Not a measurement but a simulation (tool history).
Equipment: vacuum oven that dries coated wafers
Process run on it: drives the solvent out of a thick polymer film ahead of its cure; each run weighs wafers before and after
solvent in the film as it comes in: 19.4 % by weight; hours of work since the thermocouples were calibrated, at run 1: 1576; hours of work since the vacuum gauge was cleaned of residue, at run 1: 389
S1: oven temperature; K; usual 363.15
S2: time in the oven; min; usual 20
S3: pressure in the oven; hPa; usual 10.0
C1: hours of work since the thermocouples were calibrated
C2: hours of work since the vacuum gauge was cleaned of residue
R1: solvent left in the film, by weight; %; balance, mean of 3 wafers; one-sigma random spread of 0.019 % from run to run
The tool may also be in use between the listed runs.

{"run": 1, "hour": 0.0, "S1": 363.15, "S2": 20, "S3": 10.0, "C1": 1576, "C2": 389, "R1": 1.89}
{"run": 2, "hour": 9.6, "S1": 363.15, "S2": 20, "S3": 10.0, "C1": 1583, "C2": 396, "R1": 1.9}
{"run": 3, "hour": 20.4, "S1": 363.15, "S2": 20, "S3": 10.0, "C1": 1590, "C2": 403, "R1": 1.86}
{"run": 4, "hour": 40.7, "S1": 363.15, "S2": 20, "S3": 10.0, "C1": 1604, "C2": 416, "R1": 1.86}
{"run": 5, "hour": 60.2, "S1": 363.15, "S2": 15, "S3": 10.0, "C1": 1617, "C2": 429, "R1": 3.08}
{"run": 6, "hour": 71.3, "S1": 363.15, "S2": 15, "S3": 10.0, "C1": 1624, "C2": 437, "R1": 3.09}
{"run": 7, "hour": 87.0, "S1": 363.15, "S2": 20, "S3": 10.0, "C1": 1634, "C2": 447, "R1": 1.85}
{"run": 8, "hour": 99.3, "S1": 363.15, "S2": 20, "S3": 10.0, "C1": 1643, "C2": 455, "R1": 1.87}
{"run": 9, "hour": 120.3, "S1": 363.15, "S2": 20, "S3": 22.2, "C1": 1657, "C2": 469, "R1": 2.22}
{"run": 10, "hour": 140.2, "S1": 363.15, "S2": 33, "S3": 10.0, "C1": 1670, "C2": 483, "R1": 0.64}
{"run": 11, "hour": 153.0, "S1": 363.15, "S2": 20, "S3": 10.0, "C1": 1678, "C2": 491, "R1": 1.87}
{"run": 12, "hour": 165.3, "S1": 363.15, "S2": 20, "S3": 10.0, "C1": 1687, "C2": 499, "R1": 1.9}
{"run": 13, "hour": 179.8, "S1": 363.15, "S2": 20, "S3": 10.0, "C1": 1696, "C2": 509, "R1": 1.84}
{"run": 14, "hour": 191.4, "S1": 363.15, "S2": 20, "S3": 7.8, "C1": 1704, "C2": 517, "R1": 1.78}
{"run": 15, "hour": 202.9, "S1": 363.15, "S2": 20, "S3": 10.0, "C1": 1712, "C2": 524, "R1": 1.87}
{"run": 16, "hour": 219.8, "S1": 363.15, "S2": 20, "S3": 10.0, "C1": 1723, "C2": 536, "R1": 1.86}
{"run": 17, "hour": 230.2, "S1": 363.15, "S2": 20, "S3": 10.0, "C1": 1730, "C2": 542, "R1": 1.87}
{"hour": 245.5, "done": "oven's thermocouples calibrated"}
{"run": 18, "hour": 252.1, "S1": 363.15, "S2": 20, "S3": 10.0, "C1": 4, "C2": 556, "R1": 1.89}
{"run": 19, "hour": 265.9, "S1": 363.15, "S2": 20, "S3": 10.0, "C1": 14, "C2": 565, "R1": 1.9}
{"run": 20, "hour": 282.8, "S1": 363.15, "S2": 20, "S3": 10.0, "C1": 25, "C2": 576, "R1": 1.86}
{"run": 21, "hour": 294.2, "S1": 363.15, "S2": 20, "S3": 10.0, "C1": 32, "C2": 584, "R1": 1.89}
{"run": 22, "hour": 311.7, "S1": 363.15, "S2": 20, "S3": 10.0, "C1": 44, "C2": 595, "R1": 1.89}
{"run": 23, "hour": 328.4, "S1": 374.15, "S2": 20, "S3": 10.0, "C1": 55, "C2": 607, "R1": 0.62}
{"run": 24, "hour": 337.9, "S1": 368.15, "S2": 14, "S3": 8.7, "C1": 62, "C2": 613, "R1": 2.34}
{"run": 25, "hour": 357.8, "S1": 356.15, "S2": 30, "S3": 8.2, "C1": 75, "C2": 626, "R1": 1.59}
{"run": 26, "hour": 376.5, "S1": 356.15, "S2": 30, "S3": 8.2, "C1": 87, "C2": 639, "R1": 1.6}
{"run": 27, "hour": 391.8, "S1": 378.15, "S2": 25, "S3": 19.7, "C1": 97, "C2": 649, "R1": 0.42}
{"run": 28, "hour": 405.6, "S1": 359.15, "S2": 24, "S3": 30.1, "C1": 107, "C2": 658, "R1": 2.51}
{"run": 29, "hour": 417.6, "S1": 370.15, "S2": 26, "S3": 30.1, "C1": 115, "C2": 666, "R1": 0.98}
{"run": 30, "hour": 428.4, "S1": 370.15, "S2": 26, "S3": 30.1, "C1": 122, "C2": 673, "R1": 0.93}
{"run": 31, "hour": 445.1, "S1": 377.15, "S2": 11, "S3": 9.4, "C1": 133, "C2": 684, "R1": 1.78}
{"run": 32, "hour": 463.2, "S1": 377.15, "S2": 28, "S3": 10.0, "C1": 145, "C2": 696, "R1": 0.2}
{"run": 33, "hour": 478.2, "S1": 377.15, "S2": 28, "S3": 10.0, "C1": 155, "C2": 706, "R1": 0.22}
{"run": 34, "hour": 496.5, "S1": 377.15, "S2": 28, "S3": 10.0, "C1": 167, "C2": 718, "R1": 0.22}
{"run": 35, "hour": 515.4, "S1": 377.15, "S2": 28, "S3": 10.0, "C1": 180, "C2": 731, "R1": 0.24}
{"run": 36, "hour": 530.2, "S1": 357.15, "S2": 20, "S3": 10.0, "C1": 190, "C2": 741, "R1": 3.08}
{"run": 37, "hour": 546.3, "S1": 357.15, "S2": 24, "S3": 19.3, "C1": 200, "C2": 752, "R1": 2.53}
{"run": 38, "hour": 565.9, "S1": 357.15, "S2": 23, "S3": 19.3, "C1": 213, "C2": 765, "R1": 2.77}
{"run": 39, "hour": 576.8, "S1": 357.15, "S2": 20, "S3": 17.6, "C1": 221, "C2": 772, "R1": 3.32}
{"run": 40, "hour": 591.4, "S1": 352.15, "S2": 20, "S3": 10.0, "C1": 230, "C2": 782, "R1": 4.33}
{"run": 41, "hour": 607.8, "S1": 352.15, "S2": 20, "S3": 22.5, "C1": 241, "C2": 793, "R1": 4.8}
{"run": 42, "hour": 626.9, "S1": 376.15, "S2": 20, "S3": 11.2, "C1": 254, "C2": 805, "R1": 0.52}
{"run": 43, "hour": 641.8, "S1": 366.15, "S2": 32, "S3": 23.8, "C1": 264, "C2": 815, "R1": 0.86}
{"run": 44, "hour": 656.9, "S1": 364.15, "S2": 12, "S3": 23.8, "C1": 274, "C2": 825, "R1": 4.28}
{"run": 45, "hour": 670.6, "S1": 373.15, "S2": 31, "S3": 6.0, "C1": 283, "C2": 834, "R1": 0.2}
{"run": 46, "hour": 687.4, "S1": 369.15, "S2": 34, "S3": 20.7, "C1": 294, "C2": 846, "R1": 0.57}

4 options for the next run, each taken on its own from the tool as it stands now. Forecast them:
{"run": "A", "hour": 700.7, "S1": 377.15, "S2": 21, "S3": 10.5, "C1": 303, "C2": 855, "R1": "?"}
{"run": "B", "hour": 700.7, "S1": 369.15, "S2": 27, "S3": 7.3, "C1": 303, "C2": 855, "R1": "?"}
{"run": "C", "hour": 700.7, "S1": 352.15, "S2": 27, "S3": 30.1, "C1": 303, "C2": 855, "R1": "?"}
{"run": "D", "hour": 700.7, "S1": 367.15, "S2": 17, "S3": 10.0, "C1": 303, "C2": 855, "R1": "?"}

run=A R1=0.37
run=B R1=0.45
run=C R1=3.60
run=D R1=1.79
Without the tool's unlogged condition, the same runs would have read:
run=A R1=0.36
run=B R1=0.45
run=C R1=3.60
run=D R1=1.79
